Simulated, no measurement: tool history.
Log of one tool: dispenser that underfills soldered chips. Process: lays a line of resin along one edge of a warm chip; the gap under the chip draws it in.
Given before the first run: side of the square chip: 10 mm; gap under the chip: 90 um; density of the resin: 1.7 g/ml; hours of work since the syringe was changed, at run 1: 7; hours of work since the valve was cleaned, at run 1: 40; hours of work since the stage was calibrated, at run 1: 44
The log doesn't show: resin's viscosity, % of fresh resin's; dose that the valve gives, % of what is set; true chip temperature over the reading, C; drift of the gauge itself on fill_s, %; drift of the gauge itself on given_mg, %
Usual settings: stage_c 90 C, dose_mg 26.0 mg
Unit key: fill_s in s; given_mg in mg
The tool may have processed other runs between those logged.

run    day  stage_c  dose_mg  hours of work since the syringe was changed  hours of work since the valve was cleaned  hours of work since the stage was calibrated  fill_s  given_mg
  1  0.000       90     26.0                                            7                                         40                                            44    75.9     25.20
     0.125  -- new syringe of resin
     0.221  -- dispensing valve cleaned and set on the balance
  2  0.258       90     26.0                                            2                                          1                                            48    48.8     25.77
  3  0.483       95     26.0                                            6                                          5                                            52    55.9     25.98
  4  0.625      104     26.0                                            9                                          8                                            55    48.2     25.76
     0.667  -- new syringe of resin
  5  0.829      104     26.0                                            3                                         11                                            59    29.0     25.55
  6  1.088       90     26.0                                            8                                         16                                            64    82.3     25.48
     1.162  -- new syringe of resin
  7  1.308       90     26.0                                            3                                         20                                            68    52.7     25.75
  8  1.429       90     25.8                                            5                                         23                                            70    64.8     25.45
  9  1.604       90     25.8                                            8                                         26                                            73    84.9     25.07
     1.662  -- new syringe of resin
 10  1.742       90     26.0                                            2                                         28                                            76    48.1     25.13
 11  1.912       90     26.0                                            5                                         32                                            79    62.5     25.37
     2.158  -- new syringe of resin
 12  2.158       90     26.0                                            0                                         36                                            83    41.5     25.33
 13  2.383       90     26.0                                            4                                         40                                            88    60.8     25.31
     2.562  -- dispensing valve cleaned and set on the balance
 14  2.633       78     24.4                                            8                                          1                                            92   151.1     24.31
     2.696  -- new syringe of resin
 15  2.858       95     23.7                                            3                                          5                                            96    43.4     23.65
 16  3.004       78     24.8                                            6                                          8                                            99   123.0     24.49
 17  3.146       95     27.0                                            9                                         11                                           101    69.5     26.81
     3.192  -- new syringe of resin
 18  3.404       90     23.1                                            4                                         16                                           106    60.2     22.80
     3.683  -- new syringe of resin
 19  3.692       90     23.1                                            0                                         21                                           111    41.5     22.76
 20  3.921       90     23.1                                            5                                         25                                           116    60.7     22.66
 21  4.121       90     23.1                                            8                                         29                                           119    86.0     22.61
     4.179  -- new syringe of resin
 22  4.304      101     24.5                                            2                                         32                                           123    31.6     23.83
 23  4.446       85     24.3                                            5                                         35                                           125    81.4     23.54

Expected results for the next run?
 24  4.596       95     23.7                                            8                                         38                                           128       ?         ?

Run 24 yielded fill_s 65.0 s, given_mg 23.18 mg.
Had the tool carried no hidden state, the very same run would have given fill_s 34.3 s, given_mg 23.83 mg.

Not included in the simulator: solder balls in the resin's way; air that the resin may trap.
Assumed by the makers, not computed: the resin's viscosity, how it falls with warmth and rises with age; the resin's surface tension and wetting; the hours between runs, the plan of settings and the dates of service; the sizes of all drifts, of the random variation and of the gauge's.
